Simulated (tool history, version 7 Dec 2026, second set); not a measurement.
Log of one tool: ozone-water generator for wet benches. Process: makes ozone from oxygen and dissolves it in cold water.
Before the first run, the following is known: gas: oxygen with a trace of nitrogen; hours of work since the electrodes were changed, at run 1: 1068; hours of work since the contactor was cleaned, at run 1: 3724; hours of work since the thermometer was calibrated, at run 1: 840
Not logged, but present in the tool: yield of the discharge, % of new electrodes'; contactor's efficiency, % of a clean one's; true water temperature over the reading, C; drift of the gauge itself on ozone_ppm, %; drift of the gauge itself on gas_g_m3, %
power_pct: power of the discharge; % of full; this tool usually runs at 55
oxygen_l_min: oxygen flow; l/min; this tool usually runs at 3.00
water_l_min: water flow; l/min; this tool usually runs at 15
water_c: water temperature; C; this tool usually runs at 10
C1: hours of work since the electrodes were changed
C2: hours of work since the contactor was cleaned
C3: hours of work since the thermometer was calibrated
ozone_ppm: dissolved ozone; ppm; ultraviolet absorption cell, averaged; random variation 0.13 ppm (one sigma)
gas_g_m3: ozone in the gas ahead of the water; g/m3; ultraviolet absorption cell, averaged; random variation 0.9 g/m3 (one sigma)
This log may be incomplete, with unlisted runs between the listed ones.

run 1 hour=0.0 | power_pct=55 oxygen_l_min=3.00 water_l_min=15 water_c=10 | C1=1068 C2=3724 C3=840 | ozone_ppm=13.5 gas_g_m3=146.3
run 2 hour=40.7 | power_pct=55 oxygen_l_min=3.00 water_l_min=15 water_c=10 | C1=1094 C2=3749 C3=865 | ozone_ppm=13.5 gas_g_m3=144.6
run 3 hour=88.4 | power_pct=55 oxygen_l_min=3.00 water_l_min=15 water_c=10 | C1=1123 C2=3779 C3=895 | ozone_ppm=13.6 gas_g_m3=145.8
run 4 hour=124.2 | power_pct=55 oxygen_l_min=3.00 water_l_min=15 water_c=10 | C1=1145 C2=3801 C3=917 | ozone_ppm=13.6 gas_g_m3=146.4
run 5 hour=165.4 | power_pct=55 oxygen_l_min=3.05 water_l_min=15 water_c=10 | C1=1171 C2=3826 C3=943 | ozone_ppm=13.6 gas_g_m3=144.5
run 6 hour=227.8 | power_pct=55 oxygen_l_min=3.05 water_l_min=15 water_c=10 | C1=1209 C2=3865 C3=981 | ozone_ppm=13.6 gas_g_m3=145.8
run 7 hour=289.3 | power_pct=55 oxygen_l_min=3.00 water_l_min=15 water_c=10 | C1=1247 C2=3903 C3=1019 | ozone_ppm=13.6 gas_g_m3=146.5
run 8 hour=347.0 | power_pct=55 oxygen_l_min=3.00 water_l_min=12 water_c=10 | C1=1283 C2=3938 C3=1055 | ozone_ppm=16.8 gas_g_m3=145.5
run 9 hour=413.6 | power_pct=55 oxygen_l_min=3.00 water_l_min=12 water_c=10 | C1=1324 C2=3980 C3=1096 | ozone_ppm=16.5 gas_g_m3=144.2
run 10 hour=448.7 | power_pct=55 oxygen_l_min=3.00 water_l_min=15 water_c=6 | C1=1346 C2=4001 C3=1118 | ozone_ppm=14.0 gas_g_m3=146.7
-- hour=452.9 water thermometer calibrated
-- hour=472.0 contactor cleaned
run 11 hour=512.3 | power_pct=55 oxygen_l_min=3.00 water_l_min=15 water_c=10 | C1=1382 C2=25 C3=34 | ozone_ppm=13.8 gas_g_m3=144.5
run 12 hour=552.1 | power_pct=55 oxygen_l_min=3.00 water_l_min=22 water_c=10 | C1=1407 C2=50 C3=59 | ozone_ppm=9.4 gas_g_m3=144.1
run 13 hour=587.1 | power_pct=55 oxygen_l_min=2.13 water_l_min=15 water_c=10 | C1=1429 C2=71 C3=80 | ozone_ppm=12.4 gas_g_m3=166.9
-- hour=608.5 water thermometer calibrated, once more
run 14 hour=635.5 | power_pct=55 oxygen_l_min=3.00 water_l_min=15 water_c=10 | C1=1458 C2=101 C3=17 | ozone_ppm=13.8 gas_g_m3=145.2
run 15 hour=681.7 | power_pct=55 oxygen_l_min=3.00 water_l_min=15 water_c=10 | C1=1487 C2=129 C3=45 | ozone_ppm=13.9 gas_g_m3=145.4
run 16 hour=743.4 | power_pct=55 oxygen_l_min=3.00 water_l_min=23 water_c=10 | C1=1525 C2=167 C3=83 | ozone_ppm=8.6 gas_g_m3=145.4
run 17 hour=780.5 | power_pct=55 oxygen_l_min=3.02 water_l_min=10 water_c=10 | C1=1548 C2=190 C3=106 | ozone_ppm=19.8 gas_g_m3=144.4
run 18 hour=814.6 | power_pct=55 oxygen_l_min=3.00 water_l_min=15 water_c=15 | C1=1569 C2=212 C3=127 | ozone_ppm=12.9 gas_g_m3=144.1
run 19 hour=876.5 | power_pct=55 oxygen_l_min=1.50 water_l_min=17 water_c=10 | C1=1607 C2=250 C3=166 | ozone_ppm=9.5 gas_g_m3=191.3
run 20 hour=933.1 | power_pct=43 oxygen_l_min=4.96 water_l_min=10 water_c=8 | C1=1642 C2=285 C3=201 | ozone_ppm=18.6 gas_g_m3=102.1
run 21 hour=1006.2 | power_pct=55 oxygen_l_min=2.11 water_l_min=17 water_c=6 | C1=1688 C2=330 C3=246 | ozone_ppm=11.3 gas_g_m3=166.0
run 22 hour=1056.9 | power_pct=55 oxygen_l_min=2.11 water_l_min=17 water_c=6 | C1=1719 C2=361 C3=277 | ozone_ppm=11.1 gas_g_m3=165.5
run 23 hour=1138.6 | power_pct=55 oxygen_l_min=2.11 water_l_min=17 water_c=6 | C1=1769 C2=412 C3=328 | ozone_ppm=11.0 gas_g_m3=165.8
run 24 hour=1182.8 | power_pct=55 oxygen_l_min=2.11 water_l_min=17 water_c=6 | C1=1797 C2=439 C3=355 | ozone_ppm=11.1 gas_g_m3=166.9
run 25 hour=1233.6 | power_pct=42 oxygen_l_min=3.00 water_l_min=15 water_c=8 | C1=1828 C2=471 C3=387 | ozone_ppm=11.9 gas_g_m3=123.4
run 26 hour=1314.2 | power_pct=79 oxygen_l_min=1.88 water_l_min=18 water_c=11 | C1=1878 C2=520 C3=436 | ozone_ppm=11.9 gas_g_m3=212.4
run 27 hour=1391.2 | power_pct=70 oxygen_l_min=4.76 water_l_min=18 water_c=11 | C1=1926 C2=568 C3=484 | ozone_ppm=14.3 gas_g_m3=135.7
run 28 hour=1469.2 | power_pct=52 oxygen_l_min=2.19 water_l_min=18 water_c=11 | C1=1974 C2=616 C3=532 | ozone_ppm=9.9 gas_g_m3=159.4
run 29 hour=1516.1 | power_pct=52 oxygen_l_min=2.19 water_l_min=18 water_c=11 | C1=2003 C2=645 C3=561 | ozone_ppm=9.7 gas_g_m3=158.9
run 30 hour=1580.7 | power_pct=52 oxygen_l_min=2.19 water_l_min=18 water_c=11 | C1=2043 C2=685 C3=601 | ozone_ppm=9.8 gas_g_m3=158.7
run 31 hour=1625.8 | power_pct=95 oxygen_l_min=3.00 water_l_min=21 water_c=10 | C1=2071 C2=713 C3=629 | ozone_ppm=13.1 gas_g_m3=195.6

Below are 4 alternative next runs, each starting from the tool's condition after run 31. Predict each:
run A hour=1690.5 | power_pct=55 oxygen_l_min=4.87 water_l_min=15 water_c=10 | C1=2111 C2=753 C3=669 | ozone_ppm=? gas_g_m3=?
run B hour=1690.5 | power_pct=55 oxygen_l_min=3.00 water_l_min=15 water_c=11 | C1=2111 C2=753 C3=669 | ozone_ppm=? gas_g_m3=?
run C hour=1690.5 | power_pct=84 oxygen_l_min=3.00 water_l_min=21 water_c=8 | C1=2111 C2=753 C3=669 | ozone_ppm=? gas_g_m3=?
run D hour=1690.5 | power_pct=54 oxygen_l_min=3.00 water_l_min=21 water_c=8 | C1=2111 C2=753 C3=669 | ozone_ppm=? gas_g_m3=?

run=A ozone_ppm=15.0 gas_g_m3=115.1
run=B ozone_ppm=13.3 gas_g_m3=143.7
run=C ozone_ppm=12.0 gas_g_m3=179.5
run=D ozone_ppm=9.8 gas_g_m3=141.5
Stripped of hidden state, with their random variation kept, the same runs would have yielded:
run=A ozone_ppm=15.8 gas_g_m3=121.2
run=B ozone_ppm=14.1 gas_g_m3=151.3
run=C ozone_ppm=12.9 gas_g_m3=191.8
run=D ozone_ppm=10.4 gas_g_m3=148.8

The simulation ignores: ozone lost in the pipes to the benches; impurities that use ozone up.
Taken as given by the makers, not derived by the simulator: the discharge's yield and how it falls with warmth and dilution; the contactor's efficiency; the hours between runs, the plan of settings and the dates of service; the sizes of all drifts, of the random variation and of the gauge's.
